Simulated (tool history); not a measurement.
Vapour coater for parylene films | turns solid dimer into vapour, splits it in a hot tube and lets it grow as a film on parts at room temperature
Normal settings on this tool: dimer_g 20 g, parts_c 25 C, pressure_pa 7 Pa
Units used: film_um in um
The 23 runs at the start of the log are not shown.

| run | hour | dimer_g | parts_c | pressure_pa | hours of work since the trap's valve was overhauled | hours of work since the table's thermometer was calibrated | film_um |
|---|---|---|---|---|---|---|---|
| 24 | 313.6 | 15 | 22 | 6.72 | 14 | 299 | 2.63 |
| 25 | 326.6 | 15 | 22 | 6.72 | 19 | 304 | 2.66 |
| 26 | 334.6 | 15 | 22 | 6.72 | 22 | 307 | 2.66 |
| 27 | 351.2 | 15 | 22 | 6.72 | 29 | 314 | 2.65 |
| 28 | 362.6 | 15 | 22 | 6.72 | 34 | 318 | 2.67 |
| 29 | 379.2 | 12 | 26 | 3.97 | 41 | 325 | 1.97 |
| 30 | 397.4 | 9 | 20 | 2.38 | 48 | 332 | 2.21 |
| 31 | 411.6 | 9 | 20 | 2.38 | 54 | 338 | 2.24 |
| 32 | 423 | 9 | 20 | 2.2 | 58 | 343 | 2.25 |
| 33 | 440.2 | 11 | 25 | 7.55 | 65 | 350 | 1.64 |
| 34 | 457.7 | 16 | 27 | 7.55 | 72 | 357 | 2.15 |
| 35 | 467.8 | 21 | 29 | 7 | 76 | 361 | 2.63 |
| 36 | 484 | 21 | 29 | 7 | 83 | 368 | 2.62 |

Consider 5 possible next runs. They are alternatives, not a sequence: every one starts from the tool as it was left by run 36. What does each give?
| A | 491.9 | 25 | 32 | 2.31 | 86 | 371 | ? |
| B | 491.9 | 21 | 30 | 7 | 86 | 371 | ? |
| C | 491.9 | 16 | 29 | 7 | 86 | 371 | ? |
| D | 491.9 | 24 | 29 | 7 | 86 | 371 | ? |
| E | 491.9 | 20 | 31 | 7 | 86 | 371 | ? |

| run | film_um |
|---|---|
| A | 3.53 |
| B | 2.5 |
| C | 1.98 |
| D | 3 |
| E | 2.29 |
Had the tool no hidden state, the same runs would have come out as:
| run | film_um |
|---|---|
| A | 3.57 |
| B | 2.53 |
| C | 2 |
| D | 3.03 |
| E | 2.32 |

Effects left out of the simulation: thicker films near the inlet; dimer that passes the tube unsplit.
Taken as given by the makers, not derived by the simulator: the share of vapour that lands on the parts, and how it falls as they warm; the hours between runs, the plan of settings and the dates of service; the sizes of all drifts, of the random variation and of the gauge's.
